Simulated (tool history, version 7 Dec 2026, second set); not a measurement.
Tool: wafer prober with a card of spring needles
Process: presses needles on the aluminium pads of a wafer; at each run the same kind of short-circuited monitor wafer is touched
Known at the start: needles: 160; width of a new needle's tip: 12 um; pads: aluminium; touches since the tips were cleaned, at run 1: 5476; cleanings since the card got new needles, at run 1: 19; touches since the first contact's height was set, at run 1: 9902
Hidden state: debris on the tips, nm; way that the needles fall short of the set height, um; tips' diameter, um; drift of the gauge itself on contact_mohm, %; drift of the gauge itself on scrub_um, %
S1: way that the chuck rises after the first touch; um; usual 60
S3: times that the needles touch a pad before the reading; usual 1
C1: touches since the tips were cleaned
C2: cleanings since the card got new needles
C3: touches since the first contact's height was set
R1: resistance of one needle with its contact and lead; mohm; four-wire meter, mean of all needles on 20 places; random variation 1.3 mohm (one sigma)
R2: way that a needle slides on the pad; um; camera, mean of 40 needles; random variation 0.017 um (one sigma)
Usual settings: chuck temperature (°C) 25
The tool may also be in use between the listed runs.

Run 1, hour 0: usual settings; C1 5476; C2 19; C3 9902. Result: R1 111 mohm, R2 9.32 um.
At hour 8.1: tips cleaned on abrasive film.
At hour 29.6: tips cleaned on abrasive film.
Run 2, hour 29.6: usual settings; C1 0; C2 21; C3 23567. Result: R1 110 mohm, R2 9.34 um.
At hour 49.6: tips cleaned on abrasive film.
At hour 70.4: tips cleaned on abrasive film.
Run 3, hour 79.9: usual settings; C1 4405; C2 23; C3 46844. Result: R1 113 mohm, R2 9.35 um.
At hour 90.9: tips cleaned on abrasive film.
At hour 110.4: tips cleaned on abrasive film.
Run 4, hour 122: usual settings; C1 5379; C2 25; C3 66299. Result: R1 112 mohm, R2 9.32 um.
At hour 132.1: tips cleaned on abrasive film.
At hour 153: tips cleaned on abrasive film.
At hour 172.5: tips cleaned on abrasive film.
Run 5, hour 175.7: usual settings; C1 1484; C2 28; C3 91091. Result: R1 112 mohm, R2 9.34 um.
At hour 195.1: tips cleaned on abrasive film.
At hour 216: tips cleaned on abrasive film.
Run 6, hour 219.4: usual settings; C1 1570; C2 30; C3 111304. Result: R1 112 mohm, R2 9.34 um.
At hour 236.7: tips cleaned on abrasive film.
Run 7, hour 247.7: usual settings; C1 5081; C2 31; C3 124378. Result: R1 112 mohm, R2 9.33 um.
At hour 256: tips cleaned on abrasive film.
At hour 276.5: tips cleaned on abrasive film.
Run 8, hour 276.5: usual settings; C1 0; C2 33; C3 137695. Result: R1 111 mohm, R2 9.34 um.
At hour 296.4: tips cleaned on abrasive film.
At hour 316.1: tips cleaned on abrasive film.
Run 9, hour 328.4: usual settings but S3 2; C1 5745; C2 35; C3 161720. Result: R1 112 mohm, R2 9.37 um.
At hour 337.7: tips cleaned on abrasive film.
At hour 357.9: tips cleaned on abrasive film.
At hour 366.2: height of the first contact set anew.
Run 10, hour 367.8: usual settings but S3 2; C1 4458; C2 37; C3 737. Result: R1 113 mohm, R2 9.36 um.
At hour 379.9: tips cleaned on abrasive film.
At hour 400.5: tips cleaned on abrasive film.
Run 11, hour 404.8: usual settings; C1 1988; C2 39; C3 17817. Result: R1 113 mohm, R2 9.31 um.
At hour 420: tips cleaned on abrasive film.
At hour 439.2: tips cleaned on abrasive film.
Run 12, hour 452.1: usual settings; C1 5973; C2 41; C3 39698. Result: R1 113 mohm, R2 9.36 um.
At hour 460: tips cleaned on abrasive film.
At hour 479.6: tips cleaned on abrasive film.
Run 13, hour 482.5: usual settings; C1 1332; C2 43; C3 53720. Result: R1 112 mohm, R2 9.33 um.
At hour 500.4: tips cleaned on abrasive film.
Run 14, hour 519.2: usual settings but S1 71 um, chuck temperature (°C) 77; C1 8740; C2 44; C3 70742. Result: R1 120 mohm, R2 11.02 um.

The next listed run, before its measurement:
At hour 522: tips cleaned on abrasive film.
At hour 541.7: tips cleaned on abrasive film.
At hour 562.6: tips cleaned on abrasive film.
Run 15, hour 573.6: usual settings but S1 46 um, chuck temperature (°C) 56; C1 5137; C2 47; C3 95887. Result: R1 ?, R2 ?.

{"run 15": {"R1": 120, "R2": 7.13}}
Without the tool's hidden state the same run would have given R1 120 mohm, R2 7.13 um.
